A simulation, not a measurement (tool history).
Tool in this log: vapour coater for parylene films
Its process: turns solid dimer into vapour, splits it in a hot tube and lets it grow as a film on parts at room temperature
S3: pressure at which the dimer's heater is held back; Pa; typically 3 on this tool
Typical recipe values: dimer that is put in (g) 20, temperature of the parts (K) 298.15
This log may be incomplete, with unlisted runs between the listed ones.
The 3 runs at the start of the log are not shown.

Run 4, day 1.938: usual settings but temperature of the parts (K) 291.15, S3 3.73 Pa. Result: thickness of the film (um) 7.1.
Run 5, day 2.45: usual settings but temperature of the parts (K) 291.15, S3 3.73 Pa. Result: thickness of the film (um) 7.07.
Run 6, day 2.917: usual settings. Result: thickness of the film (um) 5.43.
Run 7, day 3.608: usual settings but dimer that is put in (g) 31. Result: thickness of the film (um) 8.42.
Run 8, day 4.225: usual settings but dimer that is put in (g) 31. Result: thickness of the film (um) 8.31.
Run 9, day 4.821: usual settings but S3 8.28 Pa. Result: thickness of the film (um) 4.6.
Run 10, day 5.504: usual settings but S3 8.28 Pa. Result: thickness of the film (um) 4.61.
At day 5.821: trap's valve overhauled.
Run 11, day 6.196: usual settings. Result: thickness of the film (um) 6.07.
Run 12, day 6.542: usual settings. Result: thickness of the film (um) 6.07.
Run 13, day 6.883: usual settings. Result: thickness of the film (um) 6.11.
Run 14, day 7.646: usual settings. Result: thickness of the film (um) 6.09.
Run 15, day 8.342: usual settings but S3 3.25 Pa. Result: thickness of the film (um) 6.03.
Run 16, day 8.771: usual settings but S3 3.25 Pa. Result: thickness of the film (um) 5.93.
Run 17, day 9.192: usual settings. Result: thickness of the film (um) 6.11.
Run 18, day 9.762: usual settings. Result: thickness of the film (um) 5.94.
Run 19, day 10.521: usual settings. Result: thickness of the film (um) 6.02.
Run 20, day 11.238: usual settings. Result: thickness of the film (um) 5.97.
Run 21, day 11.954: usual settings. Result: thickness of the film (um) 6.03.
Run 22, day 12.508: usual settings but dimer that is put in (g) 23, temperature of the parts (K) 309.15, S3 10.58 Pa. Result: thickness of the film (um) 3.46.

Run 23 is up next; what results do you expect?
Run 23, day 13.196: usual settings but dimer that is put in (g) 31, temperature of the parts (K) 304.15, S3 7.09 Pa. Result: thickness of the film (um) ?.

thickness of the film (um): 6.29
Minus the tool's unlogged condition, the same run would have read thickness of the film (um) 6.4.

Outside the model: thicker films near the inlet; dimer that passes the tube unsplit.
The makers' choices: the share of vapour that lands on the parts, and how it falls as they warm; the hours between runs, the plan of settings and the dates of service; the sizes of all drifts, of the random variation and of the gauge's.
